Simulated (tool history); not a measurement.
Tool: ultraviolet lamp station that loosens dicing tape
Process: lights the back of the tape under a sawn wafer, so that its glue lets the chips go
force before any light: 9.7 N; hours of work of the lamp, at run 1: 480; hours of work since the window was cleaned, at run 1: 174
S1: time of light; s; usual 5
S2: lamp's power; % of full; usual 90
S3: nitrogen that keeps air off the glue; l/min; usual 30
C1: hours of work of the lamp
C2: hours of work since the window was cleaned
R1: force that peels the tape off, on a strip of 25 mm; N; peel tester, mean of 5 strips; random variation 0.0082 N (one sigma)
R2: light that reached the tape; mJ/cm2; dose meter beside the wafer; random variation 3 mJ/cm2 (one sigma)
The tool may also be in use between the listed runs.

{"run": 1, "day": 0.0, "S1": 5, "S2": 90, "S3": 30, "C1": 480, "C2": 174, "R1": 0.403, "R2": 407}
{"run": 2, "day": 1.138, "S1": 5, "S2": 90, "S3": 30, "C1": 499, "C2": 194, "R1": 0.411, "R2": 406}
{"run": 3, "day": 1.962, "S1": 5, "S2": 92, "S3": 30, "C1": 513, "C2": 208, "R1": 0.397, "R2": 410}
{"run": 4, "day": 2.633, "S1": 5, "S2": 90, "S3": 30, "C1": 525, "C2": 219, "R1": 0.418, "R2": 401}
{"run": 5, "day": 4.079, "S1": 5, "S2": 96, "S3": 30, "C1": 550, "C2": 244, "R1": 0.358, "R2": 427}
{"run": 6, "day": 5.304, "S1": 5, "S2": 90, "S3": 30, "C1": 571, "C2": 265, "R1": 0.432, "R2": 396}
{"run": 7, "day": 6.492, "S1": 5, "S2": 90, "S3": 30, "C1": 591, "C2": 285, "R1": 0.447, "R2": 392}
{"run": 8, "day": 7.196, "S1": 5, "S2": 90, "S3": 33, "C1": 603, "C2": 297, "R1": 0.418, "R2": 390}
{"run": 9, "day": 8.6, "S1": 5, "S2": 90, "S3": 30, "C1": 627, "C2": 322, "R1": 0.451, "R2": 393}
{"run": 10, "day": 9.421, "S1": 5, "S2": 89, "S3": 30, "C1": 641, "C2": 336, "R1": 0.452, "R2": 386}
{"run": 11, "day": 10.638, "S1": 5, "S2": 89, "S3": 30, "C1": 662, "C2": 356, "R1": 0.458, "R2": 380}
{"run": 12, "day": 11.583, "S1": 5, "S2": 90, "S3": 30, "C1": 678, "C2": 373, "R1": 0.459, "R2": 389}
{"run": 13, "day": 12.625, "S1": 5, "S2": 90, "S3": 30, "C1": 696, "C2": 391, "R1": 0.464, "R2": 380}
{"run": 14, "day": 13.867, "S1": 5, "S2": 90, "S3": 30, "C1": 717, "C2": 412, "R1": 0.472, "R2": 388}
{"run": 15, "day": 14.746, "S1": 5, "S2": 90, "S3": 30, "C1": 733, "C2": 427, "R1": 0.468, "R2": 382}
{"run": 16, "day": 15.85, "S1": 5, "S2": 90, "S3": 49, "C1": 751, "C2": 446, "R1": 0.363, "R2": 380}
{"run": 17, "day": 17.175, "S1": 5, "S2": 90, "S3": 49, "C1": 774, "C2": 469, "R1": 0.367, "R2": 379}
{"run": 18, "day": 18.112, "S1": 5, "S2": 69, "S3": 18, "C1": 790, "C2": 485, "R1": 1.263, "R2": 284}
{"run": 19, "day": 19.338, "S1": 5, "S2": 91, "S3": 19, "C1": 811, "C2": 506, "R1": 0.656, "R2": 380}
{"run": 20, "day": 20.729, "S1": 5, "S2": 90, "S3": 13, "C1": 835, "C2": 530, "R1": 0.922, "R2": 367}
{"day": 20.896, "done": "window cleaned of glue's vapour"}
{"run": 21, "day": 21.762, "S1": 5, "S2": 66, "S3": 37, "C1": 852, "C2": 15, "R1": 0.844, "R2": 281}
{"run": 22, "day": 22.692, "S1": 5, "S2": 66, "S3": 37, "C1": 868, "C2": 31, "R1": 0.86, "R2": 287}
{"run": 23, "day": 23.654, "S1": 5, "S2": 71, "S3": 21, "C1": 885, "C2": 47, "R1": 1.026, "R2": 302}
{"run": 24, "day": 25.058, "S1": 5, "S2": 90, "S3": 10, "C1": 909, "C2": 71, "R1": 1.011, "R2": 377}
{"run": 25, "day": 25.85, "S1": 3, "S2": 82, "S3": 31, "C1": 923, "C2": 85, "R1": 1.73, "R2": 207}
{"run": 26, "day": 26.771, "S1": 9, "S2": 95, "S3": 30, "C1": 938, "C2": 101, "R1": 0.143, "R2": 718}
{"run": 27, "day": 27.642, "S1": 3, "S2": 81, "S3": 42, "C1": 953, "C2": 116, "R1": 1.585, "R2": 205}
{"run": 28, "day": 28.988, "S1": 3, "S2": 81, "S3": 42, "C1": 976, "C2": 139, "R1": 1.61, "R2": 204}
{"run": 29, "day": 30.038, "S1": 3, "S2": 81, "S3": 42, "C1": 994, "C2": 157, "R1": 1.608, "R2": 201}
{"run": 30, "day": 31.379, "S1": 2, "S2": 90, "S3": 30, "C1": 1017, "C2": 180, "R1": 2.821, "R2": 148}
{"run": 31, "day": 32.642, "S1": 2, "S2": 90, "S3": 30, "C1": 1039, "C2": 201, "R1": 2.797, "R2": 144}
{"run": 32, "day": 33.579, "S1": 10, "S2": 71, "S3": 37, "C1": 1055, "C2": 217, "R1": 0.179, "R2": 576}
{"run": 33, "day": 34.367, "S1": 10, "S2": 71, "S3": 37, "C1": 1069, "C2": 231, "R1": 0.18, "R2": 573}
{"run": 34, "day": 35.492, "S1": 3, "S2": 65, "S3": 11, "C1": 1088, "C2": 250, "R1": 3.604, "R2": 155}

Some steps in R1 between neighbouring runs. How much of each would the tool show without its hidden state too (settings, what came in, random variation), and how much is left for the hidden state, with any gauge scatter that isn't in both results?
The hidden state here: lamp's light, % of a new lamp's; light that the window lets through, % of a clean one's; drift of the gauge itself on peel_n, %; drift of the gauge itself on dose_mj_cm2, %.
Run 25 -> 26: S1 3 -> 9, S2 82 -> 95, S3 31 -> 30. R1 -1.587 N: hidden state -0.427, all else -1.160.
Run 31 -> 32: S1 2 -> 10, S2 90 -> 71, S3 30 -> 37. R1 -2.618 N: hidden state -0.604, all else -2.014.
Run 33 -> 34: S1 10 -> 3, S2 71 -> 65, S3 37 -> 11. R1 +3.424 N: hidden state +0.695, all else +2.729.
